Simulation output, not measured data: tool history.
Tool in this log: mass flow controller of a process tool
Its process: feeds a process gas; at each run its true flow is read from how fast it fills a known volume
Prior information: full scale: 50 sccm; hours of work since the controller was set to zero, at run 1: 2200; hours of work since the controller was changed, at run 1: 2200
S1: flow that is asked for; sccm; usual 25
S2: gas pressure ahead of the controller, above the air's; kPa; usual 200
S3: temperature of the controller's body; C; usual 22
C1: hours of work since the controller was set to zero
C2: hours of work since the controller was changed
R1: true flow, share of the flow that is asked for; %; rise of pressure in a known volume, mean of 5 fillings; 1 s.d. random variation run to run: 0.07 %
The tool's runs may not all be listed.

run    hour  S1   S2  S3    C1    C2      R1
  1       0  25  200  22  2200  2200   99.76
  2    55.3  25  200  30  2239  2239   99.64
  3     116  25  200  30  2282  2282    99.5
  4   210.4  25  200  22  2348  2348   99.88
  5   249.7  25  200  22  2376  2376   99.89
  6   321.2  25  200  22  2426  2426   99.83
  7   414.3  25  200  22  2492  2492   99.95
  8   497.5  25  200  22  2550  2550  100.09
  9   535.9  25  163  22  2577  2577    99.6
 10   603.3  25  201  22  2625  2625   99.96
 11   677.7  25  201  22  2677  2677   99.99
 12   761.4  25  201  22  2736  2736  100.02
 13   810.6  25  200  22  2771  2771  100.07
 14   884.3  25  200  22  2823  2823   99.93
 15   931.4  25  200  22  2856  2856   99.97
 16   989.6  25  200  22  2897  2897   99.94
 17  1057.5  25  203  22  2945  2945  100.03
 18  1143.1  25  203  22  3005  3005   99.93
 19  1208.6  25  203  22  3051  3051  100.02
 20  1289.5  25  200  32  3108  3108   99.75
 21  1363.9  25  152  22  3160  3160   99.66
 22  1418.2  25  152  28  3199  3199   99.59
 23  1509.6  25  200  22  3263  3263  100.12
 24  1583.4  25  189  22  3315  3315   99.92
 25  1627.2  25  189  22  3346  3346   99.91
 26  1707.3  20  224  20  3402  3402  100.57
 27  1783.6  20  224  20  3456  3456  100.44
 28    1843  20  224  20  3497  3497  100.46
 29  1889.8  20  204  20  3530  3530  100.44
 30  1939.4  20  217  22  3565  3565  100.49
 31  2007.7   9  266  33  3613  3613  102.44
 32  2094.8  45  270  39  3675  3675   99.83
 33  2140.9  19  200  34  3707  3707  100.15
 34  2208.3  19  200  34  3755  3755   99.94
 35  2281.8  19  200  34  3806  3806  100.11
 36  2350.5  19  200  34  3855  3855  100.22
 37  2419.1  19  200  26  3903  3903  100.39
 38  2490.5  11  168  37  3953  3953  101.32
 39  2534.2  11  168  37  3984  3984  101.32
 40  2574.7  11  168  37  4013  4013  101.28
 41  2643.2  14  263  22  4061  4061  101.54
 42  2711.1   5  217  22  4109  4109  106.49
 43  2801.8  25  200  22  4172  4172  100.32
 44    2850  25  200  22  4206  4206  100.39
 45  2942.1  25  200  22  4271  4271  100.21
 46  2983.5  25  203  34  4300  4300   99.82
 47  3076.4  44  216  34  4366  4366   99.71
 48  3132.8  44  216  34  4405  4405   99.78

Difference, measured minus no-hidden-state, one row per run. Run-to-run variation is common to both terms; the gauge's own scatter need not be:
Unlogged tool condition in this case: flow at rest that the sensor doesn't see, % of full scale; true flow over the shown one, %; drift of the gauge itself on true_pct, %.
run     R1
  1  +0.44
  2  +0.45
  3  +0.46
  4  +0.47
  5  +0.47
  6  +0.48
  7   +0.5
  8  +0.51
  9  +0.52
 10  +0.53
 11  +0.53
 12  +0.55
 13  +0.55
 14  +0.56
 15  +0.58
 16  +0.58
 17   +0.6
 18   +0.6
 19  +0.62
 20  +0.62
 21  +0.63
 22  +0.64
 23  +0.65
 24  +0.66
 25  +0.66
 26  +1.02
 27  +1.04
 28  +1.05
 29  +1.06
 30  +1.08
 31  +3.34
 32  +0.07
 33  +1.22
 34  +1.24
 35  +1.25
 36  +1.27
 37  +1.29
 38  +2.85
 39  +2.87
 40   +2.9
 41  +2.12
 42  +7.54
 43  +0.85
 44  +0.86
 45  +0.87
 46  +0.87
 47  +0.11
 48  +0.12
